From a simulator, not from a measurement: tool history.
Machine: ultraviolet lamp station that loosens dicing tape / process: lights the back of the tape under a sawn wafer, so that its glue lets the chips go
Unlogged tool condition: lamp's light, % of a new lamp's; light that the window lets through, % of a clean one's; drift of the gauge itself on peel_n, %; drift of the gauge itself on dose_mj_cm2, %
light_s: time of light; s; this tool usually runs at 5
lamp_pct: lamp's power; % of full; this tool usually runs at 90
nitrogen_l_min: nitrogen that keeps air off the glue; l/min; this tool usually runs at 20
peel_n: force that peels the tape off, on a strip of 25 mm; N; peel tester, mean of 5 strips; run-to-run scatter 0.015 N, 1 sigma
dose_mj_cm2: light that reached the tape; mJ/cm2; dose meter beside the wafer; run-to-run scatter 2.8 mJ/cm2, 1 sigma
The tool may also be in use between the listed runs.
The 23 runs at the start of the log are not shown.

| run | hour | light_s | lamp_pct | nitrogen_l_min | hours of work of the lamp | hours of work since the window was cleaned | peel_n | dose_mj_cm2 |
|---|---|---|---|---|---|---|---|---|
| 24 | 696.1 | 2 | 76 | 20 | 596 | 99 | 3.523 | 136 |
| 25 | 727.7 | 2 | 64 | 20 | 615 | 118 | 4.101 | 114 |
| 26 | 761.2 | 5 | 95 | 11 | 635 | 138 | 1.072 | 427 |
| 27 | 794.5 | 6 | 68 | 11 | 654 | 158 | 1.411 | 366 |
| 28 | 813.6 | 5 | 90 | 21 | 666 | 169 | 0.676 | 402 |
| 29 | 853.6 | 4 | 79 | 8 | 690 | 193 | 2.453 | 284 |
| 30 | 885.2 | 4 | 79 | 8 | 708 | 212 | 2.54 | 285 |
| 31 | 914.9 | 3 | 80 | 8 | 726 | 230 | 3.314 | 215 |
| 32 | 944.2 | 3 | 85 | 20 | 743 | 247 | 1.985 | 232 |
| 33 | 986.3 | 9 | 93 | 20 | 769 | 272 | 0.22 | 747 |
| 34 | 1025.3 | 9 | 93 | 20 | 792 | 295 | 0.223 | 741 |
| 35 | 1062.1 | 9 | 82 | 20 | 814 | 317 | 0.272 | 665 |
| 36 | 1085.7 | 5 | 90 | 24 | 828 | 331 | 0.653 | 403 |

What if the next run were any one of these 5? Each begins from the tool's condition after run 36:
| A | 1107.3 | 3 | 90 | 14 | 841 | 344 | ? | ? |
| B | 1107.3 | 4 | 90 | 13 | 841 | 344 | ? | ? |
| C | 1107.3 | 5 | 84 | 11 | 841 | 344 | ? | ? |
| D | 1107.3 | 5 | 95 | 7 | 841 | 344 | ? | ? |
| E | 1107.3 | 7 | 90 | 13 | 841 | 344 | ? | ? |

| run | peel_n | dose_mj_cm2 |
|---|---|---|
| A | 2.194 | 241 |
| B | 1.543 | 323 |
| C | 1.349 | 376 |
| D | 1.487 | 425 |
| E | 0.528 | 568 |
Stripped of hidden state, with their random variation kept, the same runs would have yielded:
| run | peel_n | dose_mj_cm2 |
|---|---|---|
| A | 2.188 | 242 |
| B | 1.538 | 324 |
| C | 1.344 | 377 |
| D | 1.482 | 426 |
| E | 0.526 | 569 |
